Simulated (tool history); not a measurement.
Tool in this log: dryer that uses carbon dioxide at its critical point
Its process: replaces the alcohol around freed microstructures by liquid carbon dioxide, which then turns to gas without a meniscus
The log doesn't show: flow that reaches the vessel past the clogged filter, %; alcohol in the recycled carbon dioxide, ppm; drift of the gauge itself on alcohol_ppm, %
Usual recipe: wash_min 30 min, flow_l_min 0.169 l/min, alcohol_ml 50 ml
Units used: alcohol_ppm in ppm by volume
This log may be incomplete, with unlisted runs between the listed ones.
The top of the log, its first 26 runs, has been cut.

run   hour  wash_min  flow_l_min  alcohol_ml  hours of work since the filter was changed  hours of work since the purifier's bed was changed  alcohol_ppm
 27  467.9        28       0.283          50                                         555                                                 150          379
     486.1  -- inlet filter changed
 28  486.4        21       0.110          38                                           0                                                 161         7024
 29  502.3        21       0.110          38                                          10                                                 170         7184
 30  516.2        44       0.110          40                                          18                                                 179         1238
 31  533.8        34       0.192          47                                          29                                                 189          466
 32  548.1        34       0.192          47                                          38                                                 198          465
 33  569.1        34       0.192          47                                          51                                                 211          479
 34  590.6        20       0.287         115                                          64                                                 224         1822
 35  605.8        48       0.269          50                                          73                                                 233           73
 36  621.7        48       0.269          50                                          83                                                 243           87
 37  638.7        18       0.141          46                                          93                                                 254         7473
 38  650.9        24       0.247          93                                         101                                                 261         1385
 39  661.4        27       0.135          73                                         107                                                 267         5505

Branching from run 39: 4 alternative next runs. What would each branch give?
  A  679.5        27       0.243          73                                         118                                                 278            ?
  B  679.5        30       0.154          77                                         118                                                 278            ?
  C  679.5        37       0.143          61                                         118                                                 278            ?
  D  679.5        23       0.108          67                                         118                                                 278            ?

run  alcohol_ppm
  A          751
  B         2916
  C         1491
  D        11900
Stripped of hidden state, with their random variation kept, the same runs would have yielded:
run  alcohol_ppm
  A          567
  B         2543
  C         1241
  D        11157
